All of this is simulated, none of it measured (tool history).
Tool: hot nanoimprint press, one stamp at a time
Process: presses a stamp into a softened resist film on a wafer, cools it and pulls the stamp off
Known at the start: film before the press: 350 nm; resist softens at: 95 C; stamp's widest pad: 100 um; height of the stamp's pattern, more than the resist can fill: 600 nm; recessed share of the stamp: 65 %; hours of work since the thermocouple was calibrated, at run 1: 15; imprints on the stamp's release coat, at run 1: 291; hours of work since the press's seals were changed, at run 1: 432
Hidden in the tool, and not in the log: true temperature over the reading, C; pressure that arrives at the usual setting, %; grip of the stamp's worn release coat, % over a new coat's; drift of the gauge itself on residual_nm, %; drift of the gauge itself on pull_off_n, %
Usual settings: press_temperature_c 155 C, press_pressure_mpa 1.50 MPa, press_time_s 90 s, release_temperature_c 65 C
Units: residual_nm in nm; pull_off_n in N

run	day	press_temperature_c	press_pressure_mpa	press_time_s	release_temperature_c	hours of work since the thermocouple was calibrated	imprints on the stamp's release coat	hours of work since the press's seals were changed	residual_nm	pull_off_n
1	0.000	155	1.50	90	65	15	291	432	194.2	94.8
2	0.721	150	1.50	90	65	25	351	442	249.9	95.2
3	1.158	146	1.50	90	65	32	388	449	288.4	95.0
4	1.700	146	1.50	90	65	39	433	456	289.3	93.8
5	2.571	155	1.50	167	65	52	506	469	155.8	94.9
6	2.929	155	1.50	90	65	57	536	474	193.4	94.5
7	3.350	155	1.50	90	65	63	571	480	194.6	94.2
8	3.792	155	1.50	90	65	70	608	487	194.7	94.3
9	4.662	155	1.50	90	65	82	681	499	194.3	94.9
# day 5.350: stamp cleaned and given a new release coat
10	5.725	155	1.50	90	65	94	31	511	194.4	93.8
11	6.112	148	1.50	90	66	100	64	517	271.1	92.0
12	6.762	155	1.01	97	70	109	118	526	218.6	84.4
13	7.329	155	1.01	97	70	117	165	534	218.9	84.3
14	7.733	155	1.82	153	65	123	199	540	147.5	92.4
15	8.350	155	1.82	153	65	132	250	549	147.0	92.4
16	9.229	163	1.18	59	56	145	324	562	159.3	110.5

5 ways to go on from here, each from the tool as it stands after run 16. What would each give?
A	10.038	155	1.16	115	65	156	392	574	?	?
B	10.038	158	1.18	61	64	156	392	574	?	?
C	10.038	155	1.50	93	65	156	392	574	?	?
D	10.038	163	1.18	82	56	156	392	574	?	?
E	10.038	157	1.12	59	56	156	392	574	?	?

run	residual_nm	pull_off_n
A	196.2	93.2
B	206.6	94.9
C	191.2	92.5
D	140.3	110.4
E	221.4	110.4
Without the tool's hidden state the same runs would have given:
run	residual_nm	pull_off_n
A	196.6	95.3
B	207.0	97.0
C	191.6	94.6
D	140.6	112.9
E	221.8	112.9
